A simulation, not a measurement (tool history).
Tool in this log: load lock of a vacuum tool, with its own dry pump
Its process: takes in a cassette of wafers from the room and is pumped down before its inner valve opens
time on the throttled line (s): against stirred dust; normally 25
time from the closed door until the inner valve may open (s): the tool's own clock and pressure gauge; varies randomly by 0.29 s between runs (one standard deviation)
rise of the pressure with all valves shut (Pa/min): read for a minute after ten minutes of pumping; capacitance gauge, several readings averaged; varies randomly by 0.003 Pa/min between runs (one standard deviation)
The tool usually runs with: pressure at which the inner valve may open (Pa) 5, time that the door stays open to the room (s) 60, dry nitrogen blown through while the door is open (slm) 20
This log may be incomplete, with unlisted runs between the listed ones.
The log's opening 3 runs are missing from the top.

| run | day | time on the throttled line (s) | pressure at which the inner valve may open (Pa) | time that the door stays open to the room (s) | dry nitrogen blown through while the door is open (slm) | hours that the pump has run since its overhaul | times that the door has closed on its seal | incoming humidity of the room's air, % | time from the closed door until the inner valve may open (s) | rise of the pressure with all valves shut (Pa/min) |
|---|---|---|---|---|---|---|---|---|---|---|
| 4 | 66.804 | 25 | 5 | 60 | 20 | 2105 | 5932 | 46.4 | 45.9 | 0.061 |
| 5 | 91.742 | 25 | 5 | 60 | 20 | 2703 | 7618 | 42.1 | 46.5 | 0.075 |
| 6 | 103.075 | 25 | 5 | 60 | 20 | 2975 | 8385 | 43.8 | 46.9 | 0.087 |
| 7 | 126.808 | 25 | 5 | 60 | 20 | 3545 | 9990 | 45.6 | 47 | 0.091 |
| 8 | 149.946 | 25 | 5 | 60 | 20 | 4100 | 11555 | 47.7 | 47.8 | 0.109 |
| 9 | 166.117 | 25 | 5 | 60 | 20 | 4488 | 12648 | 44.8 | 47.7 | 0.117 |
| 10 | 191.517 | 25 | 5 | 60 | 20 | 5098 | 14366 | 42.9 | 47.8 | 0.124 |
| 11 | 206.412 | 25 | 5 | 188 | 20 | 5456 | 15374 | 45.8 | 48.1 | 0.161 |
| 12 | 232.908 | 25 | 5 | 60 | 20 | 6091 | 17166 | 49.4 | 48.5 | 0.159 |
| 13 | 257.9 | 25 | 5 | 60 | 20 | 6691 | 18856 | 47.3 | 48.9 | 0.175 |
| 14 | 280.567 | 13 | 5 | 60 | 20 | 7235 | 20389 | 43.8 | 41.6 | 0.19 |
| 15 | 302.075 | 25 | 5 | 60 | 20 | 7751 | 21844 | 45.6 | 49.6 | 0.213 |
| 16 | 319.95 | 25 | 5 | 60 | 20 | 8180 | 23053 | 45 | 49.9 | 0.227 |
| 17 | 346.383 | 25 | 5 | 60 | 20 | 8815 | 24840 | 46.2 | 50.9 | 0.245 |
| 18 | 359.404 | 23 | 6 | 63 | 4 | 9127 | 25721 | 45.5 | 48.9 | 0.309 |
| 19 | 370.446 | 13 | 6 | 63 | 13 | 9392 | 26468 | 45.3 | 43.1 | 0.286 |
| 20 | 387.25 | 18 | 5 | 36 | 10 | 9796 | 27604 | 45.5 | 46.7 | 0.298 |
|  | 413.046 | dry pump taken out, an overhauled one fitted |
| 21 | 413.071 | 33 | 9 | 30 | 27 | 1 | 29334 | 47.6 | 49.3 | 0.294 |
| 22 | 424.329 | 33 | 9 | 30 | 27 | 271 | 30095 | 42.9 | 49.9 | 0.312 |

Run 23 comes next. What will it give?
| 23 | 441.121 | 25 | 5 | 94 | 20 | 674 | 31231 | 43.7 | ? | ? |

For run 23 the tool returned time from the closed door until the inner valve may open (s) 45.1, rise of the pressure with all valves shut (Pa/min) 0.351.
If the tool had no hidden condition, the same run with the same run-to-run variation would have returned time from the closed door until the inner valve may open (s) 45, rise of the pressure with all valves shut (Pa/min) 0.045.
